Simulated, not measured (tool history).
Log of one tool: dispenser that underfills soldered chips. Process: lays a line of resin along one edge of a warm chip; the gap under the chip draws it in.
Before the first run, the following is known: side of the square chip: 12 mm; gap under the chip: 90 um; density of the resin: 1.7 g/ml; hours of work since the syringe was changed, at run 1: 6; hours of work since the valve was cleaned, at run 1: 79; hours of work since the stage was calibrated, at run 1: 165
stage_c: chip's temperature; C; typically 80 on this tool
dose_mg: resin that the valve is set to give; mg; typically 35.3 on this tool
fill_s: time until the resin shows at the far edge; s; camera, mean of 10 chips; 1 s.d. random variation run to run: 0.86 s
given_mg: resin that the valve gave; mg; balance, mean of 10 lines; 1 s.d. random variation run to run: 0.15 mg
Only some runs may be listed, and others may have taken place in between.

run,hour,stage_c,dose_mg,hours of work since the syringe was changed,hours of work since the valve was cleaned,hours of work since the stage was calibrated,fill_s,given_mg
1,0,80,35.3,6,79,165,113.3,33.7
# hour 6.4: new syringe of resin
2,8,80,35.3,1,85,171,86.6,33.44
3,13,86,35.3,5,89,175,85.1,33.59
4,18.9,86,35.3,9,93,179,111.2,33.33
# hour 20.8: new syringe of resin
5,25.4,86,31,3,98,184,77.9,29.38
6,30.9,86,31,8,102,188,100.6,29.26
# hour 34.7: new syringe of resin
7,35.8,86,31,1,106,192,70.8,29.13
8,43,92,35.3,6,111,197,76,33.44
9,46.7,92,39.2,9,114,200,88,36.66
# hour 49.1: new syringe of resin
10,53.5,92,39.2,3,119,205,62.9,36.65
11,61.8,66,39.2,10,125,211,226.2,36.39
# hour 62.9: new syringe of resin
# hour 69.6: dispensing valve cleaned and set on the balance
12,71.6,66,39.2,6,2,217,178.6,39.22
# hour 77.8: new syringe of resin
13,77.8,80,34.6,0,6,222,81.3,34.58
14,83.6,80,35.3,4,10,226,101.2,35.21
15,90.2,91,35.3,9,15,231,92.6,34.93
# hour 91.7: new syringe of resin
16,96.7,91,35.3,4,20,236,67.8,34.88
17,101.1,94,35.3,7,23,239,76.1,34.81
# hour 105.6: new syringe of resin
18,109.7,94,35.3,3,30,246,58.6,34.69
19,113.7,71,39.8,6,33,249,152.2,39.05
20,118.5,73,33.7,10,36,252,175.7,32.98
# hour 119.9: new syringe of resin
21,125.9,71,42.2,4,42,257,135.3,40.88

Run 22 has not been measured yet. What should we expect?
22,131.2,94,42.3,8,46,261,?,?

Run 22 came out at fill_s 78.5 s, given_mg 41.21 mg.
With no hidden state in the tool, this same run would have given fill_s 50.2 s, given_mg 42.35 mg.

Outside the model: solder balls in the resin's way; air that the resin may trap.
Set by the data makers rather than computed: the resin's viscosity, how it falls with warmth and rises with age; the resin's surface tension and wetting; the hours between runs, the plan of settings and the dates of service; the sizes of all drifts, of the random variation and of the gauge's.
